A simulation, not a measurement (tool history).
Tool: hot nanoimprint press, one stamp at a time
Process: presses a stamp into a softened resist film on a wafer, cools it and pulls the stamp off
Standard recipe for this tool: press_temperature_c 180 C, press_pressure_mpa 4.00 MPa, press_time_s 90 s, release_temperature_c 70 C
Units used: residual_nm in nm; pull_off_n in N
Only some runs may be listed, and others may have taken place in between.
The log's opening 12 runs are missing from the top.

run   hour  press_temperature_c  press_pressure_mpa  press_time_s  release_temperature_c  residual_nm  pull_off_n
 13  211.8                  180                4.00            90                     70        420.3         100
     217.2  -- gauge calibrated
 14  229.5                  180                3.98            90                     70        407.4         103
 15  249.8                  175                4.00            90                     70        461.2          97
 16  267.4                  175                4.00            90                     70        463.4         103
 17  276.9                  191                4.45            90                     60        294.8         112
 18  296.1                  191                4.45            90                     60        293.7         113
 19  315.9                  189                3.15            90                     74        364.4          93
 20  326.9                  190                2.52            66                     69        429.8         104
 21  341.6                  173                2.73            71                     67        574.9         101
 22  353.1                  190                4.00            90                     69        319.2         100
 23  369.3                  176                5.57           129                     69        359.0         103
 24  388.2                  169                4.63            52                     68        579.7         102
 25  410.6                  169                4.63            52                     68        577.4         105
 26  425.0                  169                4.63            52                     68        577.3         103
 27  436.0                  190                2.97            90                     72        369.8          97
 28  450.5                  173                2.97           121                     72        506.6          91
 29  472.0                  180                4.00            80                     70        432.5         102
 30  489.8                  180                4.00            47                     70        504.2         100
 31  499.5                  180                4.00            47                     70        505.4         103

Branching from run 31: 3 alternative next runs. What would each branch give?
  A  519.8                  180                3.96           133                     60            ?           ?
  B  519.8                  180                4.00            90                     61            ?           ?
  C  519.8                  173                4.00            90                     77            ?           ?

run  residual_nm  pull_off_n
  A        371.9         117
  B        424.4         116
  C        497.7          93
Take away the tool's hidden state, keep each run's random variation, and the runs would have read:
run  residual_nm  pull_off_n
  A        357.3         116
  B        407.8         115
  C        478.3          92

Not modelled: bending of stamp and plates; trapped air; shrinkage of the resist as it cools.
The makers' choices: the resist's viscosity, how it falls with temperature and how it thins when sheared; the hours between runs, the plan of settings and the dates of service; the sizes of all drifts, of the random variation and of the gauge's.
